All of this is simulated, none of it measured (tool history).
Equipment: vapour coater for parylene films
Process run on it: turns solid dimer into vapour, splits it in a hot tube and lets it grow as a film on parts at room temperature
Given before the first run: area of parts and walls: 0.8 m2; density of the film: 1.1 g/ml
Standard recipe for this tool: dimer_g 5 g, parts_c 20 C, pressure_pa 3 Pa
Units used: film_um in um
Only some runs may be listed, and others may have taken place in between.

run,hour,dimer_g,parts_c,pressure_pa,film_um
1,0,5,20,3,2.99
2,29.9,5,27,3,2.15
3,88.6,5,27,3,2.15
4,119.8,5,20,3,2.94
5,148.1,5,20,3,2.92
6,206.4,5,20,3,2.89
7,261.5,5,20,3,2.89
8,294.1,5,20,3,2.89
9,342.7,5,20,3,2.83
10,378.7,5,20,3,2.86
# hour 420.4: trap's valve overhauled
11,423.6,5,20,3,3.19
12,458.8,5,20,3,3.16
13,488.5,5,20,3,3.19
14,544.1,5,20,3,3.17
15,601.2,5,20,3,3.12
16,653.5,2,20,3,1.27
17,694.5,2,20,3,1.26
18,759.8,2,20,3,1.24
19,822.9,2,20,3,1.23
20,885.3,5,20,5.59,2.95
21,928.3,5,20,5.59,2.91
22,964.1,5,30,3,1.93
23,1015.7,5,30,3,1.91
24,1083.8,5,14,3.87,3.89
25,1125.9,5,14,3.87,3.85
26,1187.5,5,14,3.87,3.79
27,1235.1,5,12,7.48,4.07
# hour 1279.6: trap's valve overhauled
28,1279.6,2,20,10.19,1.24
29,1314.6,2,20,10.19,1.25
30,1361.4,3,20,9.59,1.86
31,1395.6,3,13,4.22,2.67
32,1462.8,3,13,4.22,2.64
33,1508.9,4,30,2.22,1.67
# hour 1521: table's thermometer calibrated
34,1577,5,25,2.22,2.37
35,1636.9,5,25,2.22,2.42
36,1677,3,18,2.22,2
37,1719.1,3,20,4.2,1.76
38,1768,5,19,2.4,3.12
39,1798.5,5,19,2.4,3.11
40,1829.8,5,19,2.4,3.1
41,1887.3,5,19,2.4,3.07
42,1921.8,2,25,2.4,0.92
43,1965.1,2,25,2.11,0.93
44,1994.3,9,15,8.88,6.2
45,2052.9,2,25,5.43,0.87
46,2100.6,2,25,5.43,0.85

Run by run, hidden condition taken away, random variation retained:
The tool's hidden condition here consists of: vapour lost through the trap's worn valve, %; true temperature of the parts over the reading, C; drift of the gauge itself on film_um, %.
run,film_um
1,3.12
2,2.25
3,2.27
4,3.12
5,3.1
6,3.09
7,3.11
8,3.12
9,3.08
10,3.12
11,3.1
12,3.08
13,3.12
14,3.12
15,3.08
16,1.26
17,1.26
18,1.24
19,1.24
20,3.01
21,2.98
22,1.98
23,1.98
24,4.05
25,4.02
26,4
27,4.31
28,1.17
29,1.18
30,1.76
31,2.53
32,2.52
33,1.61
34,2.46
35,2.52
36,2.09
37,1.85
38,3.3
39,3.3
40,3.3
41,3.29
42,0.99
43,1.01
44,6.73
45,0.95
46,0.94

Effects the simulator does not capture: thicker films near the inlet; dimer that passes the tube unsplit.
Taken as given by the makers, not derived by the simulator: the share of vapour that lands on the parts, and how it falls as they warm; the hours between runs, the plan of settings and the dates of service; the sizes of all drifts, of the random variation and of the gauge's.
